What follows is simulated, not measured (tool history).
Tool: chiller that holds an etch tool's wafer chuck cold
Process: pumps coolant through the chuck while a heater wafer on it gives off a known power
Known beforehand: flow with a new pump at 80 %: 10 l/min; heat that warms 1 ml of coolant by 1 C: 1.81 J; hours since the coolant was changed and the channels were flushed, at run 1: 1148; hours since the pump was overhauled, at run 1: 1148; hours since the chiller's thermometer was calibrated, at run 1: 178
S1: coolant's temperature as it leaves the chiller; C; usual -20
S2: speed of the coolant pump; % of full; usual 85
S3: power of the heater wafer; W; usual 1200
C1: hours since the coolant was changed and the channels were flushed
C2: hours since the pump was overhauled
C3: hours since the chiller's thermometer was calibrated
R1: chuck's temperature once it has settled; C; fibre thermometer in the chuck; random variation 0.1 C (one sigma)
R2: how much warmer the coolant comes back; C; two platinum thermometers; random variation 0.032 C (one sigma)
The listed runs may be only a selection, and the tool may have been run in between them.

run 1 hour=0 | S1=-20 S2=85 S3=1200 | C1=1148 C2=1148 C3=178 | R1=-11.5 R2=3.86
run 2 hour=168.9 | S1=-20 S2=85 S3=1200 | C1=1317 C2=1317 C3=347 | R1=-11.4 R2=3.87
run 3 hour=328.8 | S1=-20 S2=85 S3=1200 | C1=1476 C2=1476 C3=507 | R1=-11.3 R2=3.81
run 4 hour=417.8 | S1=-20 S2=85 S3=1200 | C1=1565 C2=1565 C3=596 | R1=-11.5 R2=3.87
run 5 hour=551.5 | S1=-20 S2=85 S3=1200 | C1=1699 C2=1699 C3=729 | R1=-11.1 R2=3.86
run 6 hour=670.4 | S1=-20 S2=85 S3=1200 | C1=1818 C2=1818 C3=848 | R1=-11.3 R2=3.87
run 7 hour=803 | S1=-20 S2=99 S3=1200 | C1=1951 C2=1951 C3=981 | R1=-12.2 R2=3.26
run 8 hour=915.2 | S1=-20 S2=99 S3=1200 | C1=2063 C2=2063 C3=1093 | R1=-12.1 R2=3.32
run 9 hour=1088.1 | S1=-20 S2=99 S3=1200 | C1=2236 C2=2236 C3=1266 | R1=-12.1 R2=3.3
run 10 hour=1161.9 | S1=-20 S2=99 S3=677 | C1=2310 C2=2310 C3=1340 | R1=-15.4 R2=1.81
run 11 hour=1275 | S1=-20 S2=99 S3=677 | C1=2423 C2=2423 C3=1453 | R1=-15.4 R2=1.88
run 12 hour=1345.7 | S1=-20 S2=99 S3=677 | C1=2493 C2=2493 C3=1523 | R1=-15.3 R2=1.93
run 13 hour=1463.9 | S1=-20 S2=85 S3=1459 | C1=2611 C2=2611 C3=1642 | R1=-9 R2=4.73
run 14 hour=1581.4 | S1=-20 S2=85 S3=606 | C1=2729 C2=2729 C3=1759 | R1=-15.1 R2=1.98
run 15 hour=1653.2 | S1=-20 S2=85 S3=606 | C1=2801 C2=2801 C3=1831 | R1=-15.2 R2=1.94
run 16 hour=1797.7 | S1=-20 S2=77 S3=1200 | C1=2945 C2=2945 C3=1975 | R1=-9.9 R2=4.32
run 17 hour=1900 | S1=-20 S2=80 S3=841 | C1=3048 C2=3048 C3=2078 | R1=-13.1 R2=2.96
-- hour=1913.2 coolant pump overhauled
run 18 hour=1991.5 | S1=-20 S2=90 S3=1743 | C1=3134 C2=78 C3=2164 | R1=-6.9 R2=5.55
run 19 hour=2122.4 | S1=-20 S2=90 S3=941 | C1=3265 C2=209 C3=2295 | R1=-12.7 R2=2.99
run 20 hour=2246.6 | S1=-20 S2=81 S3=941 | C1=3389 C2=333 C3=2419 | R1=-12 R2=3.32
run 21 hour=2405.9 | S1=-11 S2=61 S3=941 | C1=3549 C2=493 C3=2579 | R1=-0.9 R2=4.54
run 22 hour=2534.3 | S1=-18 S2=60 S3=747 | C1=3677 C2=621 C3=2707 | R1=-9.8 R2=3.63
run 23 hour=2652.4 | S1=-13 S2=100 S3=1377 | C1=3795 C2=739 C3=2825 | R1=-2.9 R2=4.03
run 24 hour=2732.1 | S1=-20 S2=85 S3=813 | C1=3875 C2=819 C3=2905 | R1=-13.1 R2=2.76
-- hour=2764 coolant pump overhauled, once more
run 25 hour=2836.2 | S1=-20 S2=71 S3=1403 | C1=3974 C2=72 C3=3004 | R1=-7.8 R2=5.3
run 26 hour=2949.9 | S1=-20 S2=68 S3=1038 | C1=4088 C2=186 C3=3118 | R1=-10.3 R2=4.06
run 27 hour=3066.8 | S1=-20 S2=68 S3=1038 | C1=4204 C2=303 C3=3235 | R1=-10.1 R2=4.09
run 28 hour=3189.5 | S1=-24 S2=95 S3=829 | C1=4327 C2=425 C3=3357 | R1=-17.9 R2=2.34
run 29 hour=3277.2 | S1=-21 S2=96 S3=829 | C1=4415 C2=513 C3=3445 | R1=-14.9 R2=2.26
-- hour=3311.7 coolant changed, channels flushed
run 30 hour=3447.7 | S1=-20 S2=94 S3=1268 | C1=136 C2=678 C3=3609 | R1=-11.4 R2=3.63
run 31 hour=3619.9 | S1=-20 S2=94 S3=1268 | C1=308 C2=850 C3=3782 | R1=-11.2 R2=3.64

Each row is a separate what-if for the run after 31, all from the same tool condition, not one after another. Results?
run A hour=3741.4 | S1=-20 S2=96 S3=1013 | C1=430 C2=971 C3=3903 | R1=? R2=?
run B hour=3741.4 | S1=-17 S2=62 S3=986 | C1=430 C2=971 C3=3903 | R1=? R2=?
run C hour=3741.4 | S1=-16 S2=94 S3=1268 | C1=430 C2=971 C3=3903 | R1=? R2=?
run D hour=3741.4 | S1=-15 S2=94 S3=1268 | C1=430 C2=971 C3=3903 | R1=? R2=?

run=A R1=-12.8 R2=2.86
run=B R1=-7.5 R2=4.33
run=C R1=-7.3 R2=3.62
run=D R1=-6 R2=3.62
Without the tool's unlogged condition, the same runs would have read:
run=A R1=-13.7 R2=2.81
run=B R1=-8.4 R2=4.25
run=C R1=-8.2 R2=3.56
run=D R1=-6.9 R2=3.55
